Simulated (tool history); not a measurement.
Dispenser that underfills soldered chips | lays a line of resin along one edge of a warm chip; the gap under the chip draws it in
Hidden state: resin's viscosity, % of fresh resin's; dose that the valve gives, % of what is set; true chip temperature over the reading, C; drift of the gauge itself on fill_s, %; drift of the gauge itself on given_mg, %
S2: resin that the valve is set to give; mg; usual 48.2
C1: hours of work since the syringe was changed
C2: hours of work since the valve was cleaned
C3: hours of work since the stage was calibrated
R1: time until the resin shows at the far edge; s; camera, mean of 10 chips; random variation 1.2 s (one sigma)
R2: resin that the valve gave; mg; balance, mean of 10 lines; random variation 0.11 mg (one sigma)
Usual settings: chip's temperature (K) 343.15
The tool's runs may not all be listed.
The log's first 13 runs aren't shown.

-- day=5.150 new syringe of resin
run 14 day=5.288 | chip's_temperature_(K)=335.15 S2=48.2 | C1=3 C2=90 C3=527 | R1=203.6 R2=47.01
-- day=5.562 new syringe of resin
run 15 day=5.692 | chip's_temperature_(K)=338.15 S2=48.2 | C1=2 C2=98 C3=534 | R1=176.2 R2=46.83
-- day=5.979 new syringe of resin
run 16 day=6.104 | chip's_temperature_(K)=338.15 S2=48.2 | C1=2 C2=105 C3=542 | R1=177.1 R2=46.62
-- day=6.396 new syringe of resin
-- day=6.438 dispensing valve cleaned and set on the balance
run 17 day=6.683 | chip's_temperature_(K)=338.15 S2=48.2 | C1=5 C2=5 C3=552 | R1=211.4 R2=48.17
-- day=6.875 new syringe of resin
-- day=7.292 new syringe of resin
run 18 day=7.292 | chip's_temperature_(K)=338.15 S2=48.2 | C1=0 C2=16 C3=563 | R1=151.7 R2=47.93
run 19 day=7.562 | chip's_temperature_(K)=328.15 S2=56.0 | C1=5 C2=21 C3=568 | R1=305.9 R2=55.81
-- day=7.750 new syringe of resin
-- day=8.171 new syringe of resin
run 20 day=8.192 | chip's_temperature_(K)=341.15 S2=42.2 | C1=0 C2=33 C3=580 | R1=139.5 R2=41.85
run 21 day=8.458 | chip's_temperature_(K)=341.15 S2=42.2 | C1=5 C2=38 C3=585 | R1=196.8 R2=41.84
-- day=8.608 new syringe of resin
-- day=9.021 new syringe of resin
run 22 day=9.062 | chip's_temperature_(K)=346.15 S2=47.2 | C1=1 C2=49 C3=596 | R1=119.0 R2=46.74
-- day=9.442 new syringe of resin
run 23 day=9.442 | chip's_temperature_(K)=350.15 S2=47.3 | C1=0 C2=56 C3=603 | R1=100.5 R2=46.66
run 24 day=9.792 | chip's_temperature_(K)=350.15 S2=47.3 | C1=7 C2=63 C3=610 | R1=155.1 R2=46.37
-- day=9.904 new syringe of resin
-- day=10.333 new syringe of resin
run 25 day=10.338 | chip's_temperature_(K)=350.15 S2=61.8 | C1=0 C2=73 C3=620 | R1=96.7 R2=60.73
-- day=10.742 new syringe of resin
run 26 day=10.742 | chip's_temperature_(K)=333.15 S2=56.3 | C1=0 C2=80 C3=628 | R1=183.5 R2=55.06
-- day=11.171 new syringe of resin
run 27 day=11.283 | chip's_temperature_(K)=333.15 S2=56.3 | C1=2 C2=90 C3=638 | R1=212.5 R2=54.96
-- day=11.600 new syringe of resin
run 28 day=11.608 | chip's_temperature_(K)=356.15 S2=53.1 | C1=0 C2=96 C3=644 | R1=82.1 R2=51.51
-- day=12.012 new syringe of resin
run 29 day=12.117 | chip's_temperature_(K)=356.15 S2=53.1 | C1=2 C2=106 C3=653 | R1=91.0 R2=51.67
-- day=12.400 dispensing valve cleaned and set on the balance
-- day=12.467 new syringe of resin
run 30 day=12.671 | chip's_temperature_(K)=335.15 S2=48.8 | C1=4 C2=5 C3=663 | R1=222.8 R2=48.85
-- day=12.875 new syringe of resin
-- day=13.292 new syringe of resin
run 31 day=13.292 | chip's_temperature_(K)=333.15 S2=46.9 | C1=0 C2=16 C3=674 | R1=185.4 R2=46.61
-- day=13.725 new syringe of resin
run 32 day=13.779 | chip's_temperature_(K)=333.15 S2=46.9 | C1=1 C2=25 C3=683 | R1=202.4 R2=46.62
-- day=14.175 new syringe of resin
run 33 day=14.358 | chip's_temperature_(K)=342.15 S2=56.3 | C1=4 C2=36 C3=694 | R1=163.0 R2=55.61
-- day=14.596 new syringe of resin
run 34 day=14.933 | chip's_temperature_(K)=342.15 S2=56.3 | C1=6 C2=47 C3=705 | R1=199.5 R2=55.76

3 ways to go on from here, each from the tool as it stands after run 34. What would each give?
-- day=15.021 new syringe of resin
-- day=15.462 new syringe of resin
run A day=15.521 | chip's_temperature_(K)=330.15 S2=48.9 | C1=1 C2=58 C3=716 | R1=? R2=?
-- day=15.021 new syringe of resin
-- day=15.462 new syringe of resin
run B day=15.521 | chip's_temperature_(K)=337.15 S2=42.3 | C1=1 C2=58 C3=716 | R1=? R2=?
-- day=15.021 new syringe of resin
-- day=15.462 new syringe of resin
run C day=15.521 | chip's_temperature_(K)=346.15 S2=47.4 | C1=1 C2=58 C3=716 | R1=? R2=?

run=A R1=225.8 R2=48.22
run=B R1=176.1 R2=41.67
run=C R1=127.0 R2=46.52
Without the tool's hidden state the same runs would have given:
run=A R1=187.8 R2=49.03
run=B R1=146.6 R2=42.37
run=C R1=106.8 R2=47.30
